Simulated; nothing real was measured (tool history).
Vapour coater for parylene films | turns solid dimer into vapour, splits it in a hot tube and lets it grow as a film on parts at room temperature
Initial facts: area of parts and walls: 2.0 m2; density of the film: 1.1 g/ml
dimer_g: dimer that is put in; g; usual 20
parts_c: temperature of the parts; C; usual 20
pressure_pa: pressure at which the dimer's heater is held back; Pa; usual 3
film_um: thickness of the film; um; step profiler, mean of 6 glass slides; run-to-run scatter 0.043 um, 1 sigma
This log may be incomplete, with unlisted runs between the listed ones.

run,day,dimer_g,parts_c,pressure_pa,film_um
1,0,20,20,3,4.75
2,1.092,20,20,3,4.68
3,1.796,20,20,3,4.72
# day 2.242: trap's valve overhauled
4,2.688,20,32,3,2.74
5,3.479,20,20,3,4.75
6,4.379,20,20,11.69,4.04
7,5.242,20,20,11.69,4.11
8,5.958,20,20,11.69,4.08
9,6.642,20,20,11.69,4.07
10,7.529,20,20,11.69,4.03
11,8.275,20,20,11.69,4.03
12,8.838,20,20,11.69,4.07
13,9.788,26,31,7.61,3.28
14,10.992,26,31,7.61,3.26
15,11.571,24,31,7.61,3.09
16,12.804,15,26,3,2.71
17,13.412,15,26,3,2.66
18,14.008,27,26,3.59,4.79
19,14.642,15,28,4.06,2.36
20,15.229,20,32,3,2.63

Branching from run 20: 3 alternative next runs. What would each branch give?
A,16.021,22,20,3,?
B,16.021,20,26,5.88,?
C,16.021,27,20,7.47,?

run,film_um
A,5.14
B,3.28
C,5.79
Without the tool's unlogged condition, the same runs would have read:
run,film_um
A,5.16
B,3.29
C,5.8

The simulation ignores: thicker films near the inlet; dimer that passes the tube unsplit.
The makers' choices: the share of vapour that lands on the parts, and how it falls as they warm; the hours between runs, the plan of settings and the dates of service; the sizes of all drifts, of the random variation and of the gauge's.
